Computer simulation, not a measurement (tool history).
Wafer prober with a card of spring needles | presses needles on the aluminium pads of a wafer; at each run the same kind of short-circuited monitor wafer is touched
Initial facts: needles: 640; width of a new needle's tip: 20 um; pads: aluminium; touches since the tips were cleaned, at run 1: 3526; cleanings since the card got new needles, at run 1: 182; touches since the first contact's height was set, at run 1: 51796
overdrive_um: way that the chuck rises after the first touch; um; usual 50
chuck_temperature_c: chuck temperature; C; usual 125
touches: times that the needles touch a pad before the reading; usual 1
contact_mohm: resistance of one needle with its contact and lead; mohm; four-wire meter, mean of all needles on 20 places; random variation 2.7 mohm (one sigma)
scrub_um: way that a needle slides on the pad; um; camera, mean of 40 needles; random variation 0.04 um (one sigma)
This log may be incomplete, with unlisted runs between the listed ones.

| run | hour | overdrive_um | chuck_temperature_c | touches | touches since the tips were cleaned | cleanings since the card got new needles | touches since the first contact's height was set | contact_mohm | scrub_um |
|---|---|---|---|---|---|---|---|---|---|
| 1 | 0 | 50 | 125 | 1 | 3526 | 182 | 51796 | 584 | 9.4 |
|  | 2.5 | tips cleaned on abrasive film |
|  | 14.8 | tips cleaned on abrasive film |
|  | 27 | tips cleaned on abrasive film |
|  | 39.2 | tips cleaned on abrasive film |
|  | 51.4 | tips cleaned on abrasive film |
| 2 | 57 | 50 | 81 | 1 | 2531 | 187 | 77363 | 603 | 9.21 |
|  | 62 | tips cleaned on abrasive film |
|  | 74.2 | tips cleaned on abrasive film |
|  | 86.5 | tips cleaned on abrasive film |
|  | 98.7 | tips cleaned on abrasive film |
|  | 110.9 | tips cleaned on abrasive film |
|  | 123.1 | tips cleaned on abrasive film |
|  | 135.4 | tips cleaned on abrasive film |
| 3 | 137.1 | 50 | 125 | 1 | 778 | 194 | 113246 | 464 | 9.11 |
|  | 146.9 | tips cleaned on abrasive film |
|  | 159.1 | tips cleaned on abrasive film |
|  | 171.4 | tips cleaned on abrasive film |
|  | 183.6 | tips cleaned on abrasive film |
|  | 195.8 | tips cleaned on abrasive film |
| 4 | 202.4 | 50 | 125 | 1 | 2958 | 199 | 142534 | 670 | 9.05 |
|  | 207.3 | tips cleaned on abrasive film |
|  | 219.5 | tips cleaned on abrasive film |
|  | 224.7 | height of the first contact set anew |
|  | 229.7 | tips cleaned on abrasive film |
| 5 | 237.9 | 50 | 125 | 1 | 3715 | 202 | 5909 | 651 | 9.47 |
|  | 240.4 | tips cleaned on abrasive film |
|  | 252.6 | tips cleaned on abrasive film |
|  | 264.9 | tips cleaned on abrasive film |
|  | 277.1 | tips cleaned on abrasive film |
|  | 289.3 | tips cleaned on abrasive film |
|  | 301.3 | tips cleaned on abrasive film |
| 6 | 301.3 | 50 | 125 | 1 | 0 | 208 | 34300 | 366 | 9.43 |
|  | 313.5 | tips cleaned on abrasive film |
|  | 325.7 | tips cleaned on abrasive film |
|  | 328.2 | tips cleaned on abrasive film, once more |
|  | 338 | tips cleaned on abrasive film |
|  | 350.3 | tips cleaned on abrasive film |
|  | 362.5 | tips cleaned on abrasive film |
|  | 374.7 | tips cleaned on abrasive film |
| 7 | 374.9 | 50 | 81 | 1 | 84 | 215 | 67295 | 363 | 9.29 |
|  | 384.7 | tips cleaned on abrasive film |
|  | 396.9 | tips cleaned on abrasive film |
|  | 409.2 | tips cleaned on abrasive film |
|  | 421.4 | tips cleaned on abrasive film |
|  | 433.6 | tips cleaned on abrasive film |
|  | 445.9 | tips cleaned on abrasive film |
|  | 458.1 | tips cleaned on abrasive film |
| 8 | 460.1 | 50 | 81 | 1 | 891 | 222 | 105480 | 508 | 9.23 |
|  | 469.9 | tips cleaned on abrasive film |
|  | 482.1 | tips cleaned on abrasive film |
|  | 494.3 | tips cleaned on abrasive film |
| 9 | 503.8 | 34 | 81 | 1 | 4273 | 225 | 125111 | 1250 | 6.16 |
|  | 506.3 | tips cleaned on abrasive film |
|  | 516.1 | tips cleaned on abrasive film |
|  | 528.3 | tips cleaned on abrasive film |
|  | 538.1 | tips cleaned on abrasive film |
| 10 | 543.7 | 34 | 81 | 1 | 2502 | 229 | 142972 | 1119 | 6.03 |
|  | 548.6 | tips cleaned on abrasive film |
|  | 560.9 | tips cleaned on abrasive film |
|  | 566 | height of the first contact set anew |
|  | 573.4 | tips cleaned on abrasive film |
|  | 583.2 | tips cleaned on abrasive film |
|  | 595.4 | tips cleaned on abrasive film |
|  | 607.7 | tips cleaned on abrasive film |
| 11 | 609.5 | 34 | 81 | 1 | 832 | 235 | 19481 | 614 | 6.44 |
|  | 619.3 | tips cleaned on abrasive film |
|  | 631.5 | tips cleaned on abrasive film |
|  | 643.8 | tips cleaned on abrasive film |
|  | 656 | tips cleaned on abrasive film |
|  | 668.2 | tips cleaned on abrasive film |
| 12 | 669.8 | 64 | 125 | 1 | 699 | 240 | 46509 | 373 | 12.13 |
|  | 679.6 | tips cleaned on abrasive film |
|  | 691.8 | tips cleaned on abrasive film |
|  | 704 | tips cleaned on abrasive film |
|  | 716.3 | tips cleaned on abrasive film |
|  | 726.1 | tips cleaned on abrasive film |
| 13 | 734.3 | 41 | 80 | 2 | 3723 | 245 | 75465 | 670 | 7.62 |
|  | 736.8 | tips cleaned on abrasive film |
|  | 746.6 | tips cleaned on abrasive film |
|  | 758.9 | tips cleaned on abrasive film |
|  | 771.1 | tips cleaned on abrasive film |
|  | 780.9 | tips cleaned on abrasive film |
|  | 793.1 | tips cleaned on abrasive film |
| 14 | 800.3 | 50 | 125 | 2 | 3244 | 251 | 105036 | 553 | 9.14 |
|  | 805.3 | tips cleaned on abrasive film |
|  | 817.5 | tips cleaned on abrasive film |
|  | 829.7 | tips cleaned on abrasive film |
|  | 841.9 | tips cleaned on abrasive film |
|  | 854.2 | tips cleaned on abrasive film |
|  | 864.8 | tips cleaned on abrasive film |
| 15 | 864.8 | 50 | 97 | 2 | 0 | 257 | 133911 | 347 | 9.17 |
|  | 877 | tips cleaned on abrasive film |
|  | 889.2 | tips cleaned on abrasive film |
|  | 901.5 | tips cleaned on abrasive film |
|  | 906.6 | height of the first contact set anew |
|  | 914 | tips cleaned on abrasive film |
| 16 | 923.3 | 50 | 97 | 2 | 4234 | 261 | 7524 | 547 | 9.51 |
|  | 925.9 | tips cleaned on abrasive film |
|  | 938.1 | tips cleaned on abrasive film |
|  | 950.3 | tips cleaned on abrasive film |
|  | 962.6 | tips cleaned on abrasive film |
|  | 974.8 | tips cleaned on abrasive film |
|  | 987 | tips cleaned on abrasive film |
|  | 997.7 | tips cleaned on abrasive film |
| 17 | 997.7 | 50 | 97 | 2 | 0 | 268 | 40820 | 338 | 9.41 |
|  | 1009.9 | tips cleaned on abrasive film |
|  | 1022.1 | tips cleaned on abrasive film |
|  | 1031.9 | tips cleaned on abrasive film |
|  | 1044.2 | tips cleaned on abrasive film |
|  | 1054 | tips cleaned on abrasive film |
|  | 1066.2 | tips cleaned on abrasive film |
| 18 | 1069.2 | 50 | 97 | 2 | 1374 | 274 | 72910 | 461 | 9.26 |
|  | 1076.6 | tips cleaned on abrasive film |
|  | 1088.9 | tips cleaned on abrasive film |
|  | 1101.1 | tips cleaned on abrasive film |
|  | 1113.3 | tips cleaned on abrasive film |
|  | 1125.5 | tips cleaned on abrasive film |
|  | 1137.8 | tips cleaned on abrasive film |
| 19 | 1143.4 | 57 | 51 | 2 | 2534 | 280 | 106163 | 464 | 10.45 |
|  | 1148.3 | tips cleaned on abrasive film |
|  | 1160.6 | tips cleaned on abrasive film |
|  | 1172.8 | tips cleaned on abrasive film |
|  | 1185 | tips cleaned on abrasive film |
| 20 | 1186.1 | 50 | 125 | 1 | 487 | 284 | 125300 | 451 | 9.17 |
|  | 1195.9 | tips cleaned on abrasive film |
|  | 1208.1 | tips cleaned on abrasive film |
|  | 1220.4 | tips cleaned on abrasive film |
|  | 1232.6 | tips cleaned on abrasive film |
|  | 1244.8 | tips cleaned on abrasive film |
| 21 | 1245.4 | 50 | 125 | 1 | 269 | 289 | 151898 | 414 | 9.12 |
|  | 1248.2 | height of the first contact set anew |
|  | 1255.5 | tips cleaned on abrasive film |
|  | 1267.8 | tips cleaned on abrasive film |
|  | 1280 | tips cleaned on abrasive film |
| 22 | 1289.1 | 56 | 57 | 1 | 4130 | 292 | 18392 | 664 | 10.61 |
|  | 1291.7 | tips cleaned on abrasive film |
|  | 1303.9 | tips cleaned on abrasive film |
|  | 1316.1 | tips cleaned on abrasive film |
|  | 1325.9 | tips cleaned on abrasive film |
|  | 1338.2 | tips cleaned on abrasive film |
|  | 1348 | tips cleaned on abrasive film |
| 23 | 1349.8 | 32 | 38 | 3 | 831 | 298 | 45553 | 509 | 5.98 |

Hidden state at the last listed run before each entry between runs and at the first one after, where it differs:
After run 1, before run 2: tips cleaned on abrasive film (hour 2.5); tips cleaned on abrasive film (hour 14.8); tips cleaned on abrasive film (hour 27); tips cleaned on abrasive film (hour 39.2); tips cleaned on abrasive film (hour 51.4)
  debris on the tips, nm: 89 -> 74.6; way that the needles fall short of the set height, um: 0.7 -> 1.37; tips' diameter, um: 24.88 -> 27.65
  what was measured, less what the result would be without the hidden state, contact_mohm: +278 -> +314 mohm; scrub_um: -0.14 -> -0.26 um
After run 2, before run 3: tips cleaned on abrasive film (hour 62); tips cleaned on abrasive film (hour 74.2); tips cleaned on abrasive film (hour 86.5); tips cleaned on abrasive film (hour 98.7); tips cleaned on abrasive film (hour 110.9); tips cleaned on abrasive film (hour 123.1); tips cleaned on abrasive film (hour 135.4)
  debris on the tips, nm: 74.6 -> 35.2; way that the needles fall short of the set height, um: 1.37 -> 1.97; tips' diameter, um: 27.65 -> 27.86
  what was measured, less what the result would be without the hidden state, contact_mohm: +314 -> +156 mohm; scrub_um: -0.26 -> -0.37 um
After run 3, before run 4: tips cleaned on abrasive film (hour 146.9); tips cleaned on abrasive film (hour 159.1); tips cleaned on abrasive film (hour 171.4); tips cleaned on abrasive film (hour 183.6); tips cleaned on abrasive film (hour 195.8)
  debris on the tips, nm: 35.2 -> 87.2; way that the needles fall short of the set height, um: 1.97 -> 2.37; tips' diameter, um: 27.86 -> 28
  what was measured, less what the result would be without the hidden state, contact_mohm: +156 -> +364 mohm; scrub_um: -0.37 -> -0.45 um
After run 4, before run 5: tips cleaned on abrasive film (hour 207.3); tips cleaned on abrasive film (hour 219.5); height of the first contact set anew (hour 224.7); tips cleaned on abrasive film (hour 229.7)
  debris on the tips, nm: 87.2 -> 89.2; way that the needles fall short of the set height, um: 2.37 -> 0.09; tips' diameter, um: 28 -> 28.08
  what was measured, less what the result would be without the hidden state, contact_mohm: +364 -> +344 mohm; scrub_um: -0.45 -> -0.01 um
After run 5, before run 6: tips cleaned on abrasive film (hour 240.4); tips cleaned on abrasive film (hour 252.6); tips cleaned on abrasive film (hour 264.9); tips cleaned on abrasive film (hour 277.1); tips cleaned on abrasive film (hour 289.3); tips cleaned on abrasive film (hour 301.3)
  debris on the tips, nm: 89.2 -> 11; way that the needles fall short of the set height, um: 0.09 -> 0.5; tips' diameter, um: 28.08 -> 28.23
  what was measured, less what the result would be without the hidden state, contact_mohm: +344 -> +59 mohm; scrub_um: -0.01 -> -0.1 um
After run 6, before run 7: tips cleaned on abrasive film (hour 313.5); tips cleaned on abrasive film (hour 325.7); tips cleaned on abrasive film, once more (hour 328.2); tips cleaned on abrasive film (hour 338); tips cleaned on abrasive film (hour 350.3); tips cleaned on abrasive film (hour 362.5); tips cleaned on abrasive film (hour 374.7)
  debris on the tips, nm: 11 -> 13.2; way that the needles fall short of the set height, um: 0.5 -> 1.04; tips' diameter, um: 28.23 -> 28.42
  what was measured, less what the result would be without the hidden state, contact_mohm: +59 -> +72 mohm; scrub_um: -0.1 -> -0.2 um
After run 7, before run 8: tips cleaned on abrasive film (hour 384.7); tips cleaned on abrasive film (hour 396.9); tips cleaned on abrasive film (hour 409.2); tips cleaned on abrasive film (hour 421.4); tips cleaned on abrasive film (hour 433.6); tips cleaned on abrasive film (hour 445.9); tips cleaned on abrasive film (hour 458.1)
  debris on the tips, nm: 13.2 -> 45; way that the needles fall short of the set height, um: 1.04 -> 1.56; tips' diameter, um: 28.42 -> 28.6
  what was measured, less what the result would be without the hidden state, contact_mohm: +72 -> +214 mohm; scrub_um: -0.2 -> -0.29 um
After run 8, before run 9: tips cleaned on abrasive film (hour 469.9); tips cleaned on abrasive film (hour 482.1); tips cleaned on abrasive film (hour 494.3)
  debris on the tips, nm: 45 -> 93.5; way that the needles fall short of the set height, um: 1.56 -> 1.81; tips' diameter, um: 28.6 -> 28.69
  what was measured, less what the result would be without the hidden state, contact_mohm: +214 -> +934 mohm; scrub_um: -0.29 -> -0.35 um
After run 9, before run 10: tips cleaned on abrasive film (hour 506.3); tips cleaned on abrasive film (hour 516.1); tips cleaned on abrasive film (hour 528.3); tips cleaned on abrasive film (hour 538.1)
  debris on the tips, nm: 93.5 -> 77.8; way that the needles fall short of the set height, um: 1.81 -> 2.14; tips' diameter, um: 28.69 -> 28.8
  what was measured, less what the result would be without the hidden state, contact_mohm: +934 -> +804 mohm; scrub_um: -0.35 -> -0.41 um
After run 10, before run 11: tips cleaned on abrasive film (hour 548.6); tips cleaned on abrasive film (hour 560.9); height of the first contact set anew (hour 566); tips cleaned on abrasive film (hour 573.4); tips cleaned on abrasive film (hour 583.2); tips cleaned on abrasive film (hour 595.4); tips cleaned on abrasive film (hour 607.7)
  debris on the tips, nm: 77.8 -> 30.4; way that the needles fall short of the set height, um: 2.14 -> 0.28; tips' diameter, um: 28.8 -> 28.96
  what was measured, less what the result would be without the hidden state, contact_mohm: +804 -> +299 mohm; scrub_um: -0.41 -> -0.05 um
After run 11, before run 12: tips cleaned on abrasive film (hour 619.3); tips cleaned on abrasive film (hour 631.5); tips cleaned on abrasive film (hour 643.8); tips cleaned on abrasive film (hour 656); tips cleaned on abrasive film (hour 668.2)
  debris on the tips, nm: 30.4 -> 24.4; way that the needles fall short of the set height, um: 0.28 -> 0.66; tips' diameter, um: 28.96 -> 29.09
  what was measured, less what the result would be without the hidden state, contact_mohm: +299 -> +75 mohm; scrub_um: -0.05 -> -0.13 um
After run 12, before run 13: tips cleaned on abrasive film (hour 679.6); tips cleaned on abrasive film (hour 691.8); tips cleaned on abrasive film (hour 704); tips cleaned on abrasive film (hour 716.3); tips cleaned on abrasive film (hour 726.1)
  debris on the tips, nm: 24.4 -> 88.6; way that the needles fall short of the set height, um: 0.66 -> 1.03; tips' diameter, um: 29.09 -> 29.22
  what was measured, less what the result would be without the hidden state, contact_mohm: +75 -> +369 mohm; scrub_um: -0.13 -> -0.2 um
After run 13, before run 14: tips cleaned on abrasive film (hour 736.8); tips cleaned on abrasive film (hour 746.6); tips cleaned on abrasive film (hour 758.9); tips cleaned on abrasive film (hour 771.1); tips cleaned on abrasive film (hour 780.9); tips cleaned on abrasive film (hour 793.1)
  debris on the tips, nm: 88.6 -> 87.4; way that the needles fall short of the set height, um: 1.03 -> 1.53; tips' diameter, um: 29.22 -> 29.4
  what was measured, less what the result would be without the hidden state, contact_mohm: +369 -> +243 mohm; scrub_um: -0.2 -> -0.29 um
After run 14, before run 15: tips cleaned on abrasive film (hour 805.3); tips cleaned on abrasive film (hour 817.5); tips cleaned on abrasive film (hour 829.7); tips cleaned on abrasive film (hour 841.9); tips cleaned on abrasive film (hour 854.2); tips cleaned on abrasive film (hour 864.8)
  debris on the tips, nm: 87.4 -> 9.7; way that the needles fall short of the set height, um: 1.53 -> 1.97; tips' diameter, um: 29.4 -> 29.55
  what was measured, less what the result would be without the hidden state, contact_mohm: +243 -> +48 mohm; scrub_um: -0.29 -> -0.38 um
After run 15, before run 16: tips cleaned on abrasive film (hour 877); tips cleaned on abrasive film (hour 889.2); tips cleaned on abrasive film (hour 901.5); height of the first contact set anew (hour 906.6); tips cleaned on abrasive film (hour 914)
  debris on the tips, nm: 9.7 -> 91.2; way that the needles fall short of the set height, um: 1.97 -> 0.09; tips' diameter, um: 29.55 -> 29.66
  what was measured, less what the result would be without the hidden state, contact_mohm: +48 -> +250 mohm; scrub_um: -0.38 -> -0.02 um
After run 16, before run 17: tips cleaned on abrasive film (hour 925.9); tips cleaned on abrasive film (hour 938.1); tips cleaned on abrasive film (hour 950.3); tips cleaned on abrasive film (hour 962.6); tips cleaned on abrasive film (hour 974.8); tips cleaned on abrasive film (hour 987); tips cleaned on abrasive film (hour 997.7)
  debris on the tips, nm: 91.2 -> 7.5; way that the needles fall short of the set height, um: 0.09 -> 0.62; tips' diameter, um: 29.66 -> 29.84
  what was measured, less what the result would be without the hidden state, contact_mohm: +250 -> +40 mohm; scrub_um: -0.02 -> -0.11 um
After run 17, before run 18: tips cleaned on abrasive film (hour 1009.9); tips cleaned on abrasive film (hour 1022.1); tips cleaned on abrasive film (hour 1031.9); tips cleaned on abrasive film (hour 1044.2); tips cleaned on abrasive film (hour 1054); tips cleaned on abrasive film (hour 1066.2)
  debris on the tips, nm: 7.5 -> 51.6; way that the needles fall short of the set height, um: 0.62 -> 1.15; tips' diameter, um: 29.84 -> 30.03
  what was measured, less what the result would be without the hidden state, contact_mohm: +40 -> +162 mohm; scrub_um: -0.11 -> -0.21 um
After run 18, before run 19: tips cleaned on abrasive film (hour 1076.6); tips cleaned on abrasive film (hour 1088.9); tips cleaned on abrasive film (hour 1101.1); tips cleaned on abrasive film (hour 1113.3); tips cleaned on abrasive film (hour 1125.5); tips cleaned on abrasive film (hour 1137.8)
  debris on the tips, nm: 51.6 -> 73.4; way that the needles fall short of the set height, um: 1.15 -> 1.65; tips' diameter, um: 30.03 -> 30.2
  what was measured, less what the result would be without the hidden state, contact_mohm: +162 -> +187 mohm; scrub_um: -0.21 -> -0.31 um
After run 19, before run 20: tips cleaned on abrasive film (hour 1148.3); tips cleaned on abrasive film (hour 1160.6); tips cleaned on abrasive film (hour 1172.8); tips cleaned on abrasive film (hour 1185)
  debris on the tips, nm: 73.4 -> 26.5; way that the needles fall short of the set height, um: 1.65 -> 1.92; tips' diameter, um: 30.2 -> 30.3
  what was measured, less what the result would be without the hidden state, contact_mohm: +187 -> +144 mohm; scrub_um: -0.31 -> -0.37 um
After run 20, before run 21: tips cleaned on abrasive film (hour 1195.9); tips cleaned on abrasive film (hour 1208.1); tips cleaned on abrasive film (hour 1220.4); tips cleaned on abrasive film (hour 1232.6); tips cleaned on abrasive film (hour 1244.8)
  debris on the tips, nm: 26.5 -> 16.4; way that the needles fall short of the set height, um: 1.92 -> 2.27; tips' diameter, um: 30.3 -> 30.42
  what was measured, less what the result would be without the hidden state, contact_mohm: +144 -> +102 mohm; scrub_um: -0.37 -> -0.43 um
After run 21, before run 22: height of the first contact set anew (hour 1248.2); tips cleaned on abrasive film (hour 1255.5); tips cleaned on abrasive film (hour 1267.8); tips cleaned on abrasive film (hour 1280)
  debris on the tips, nm: 16.4 -> 93.9; way that the needles fall short of the set height, um: 2.27 -> 0.25; tips' diameter, um: 30.42 -> 30.51
  what was measured, less what the result would be without the hidden state, contact_mohm: +102 -> +381 mohm; scrub_um: -0.43 -> -0.05 um
After run 22, before run 23: tips cleaned on abrasive film (hour 1291.7); tips cleaned on abrasive film (hour 1303.9); tips cleaned on abrasive film (hour 1316.1); tips cleaned on abrasive film (hour 1325.9); tips cleaned on abrasive film (hour 1338.2); tips cleaned on abrasive film (hour 1348)
  debris on the tips, nm: 93.9 -> 39.2; way that the needles fall short of the set height, um: 0.25 -> 0.71; tips' diameter, um: 30.51 -> 30.67
  what was measured, less what the result would be without the hidden state, contact_mohm: +381 -> +207 mohm; scrub_um: -0.05 -> -0.14 um
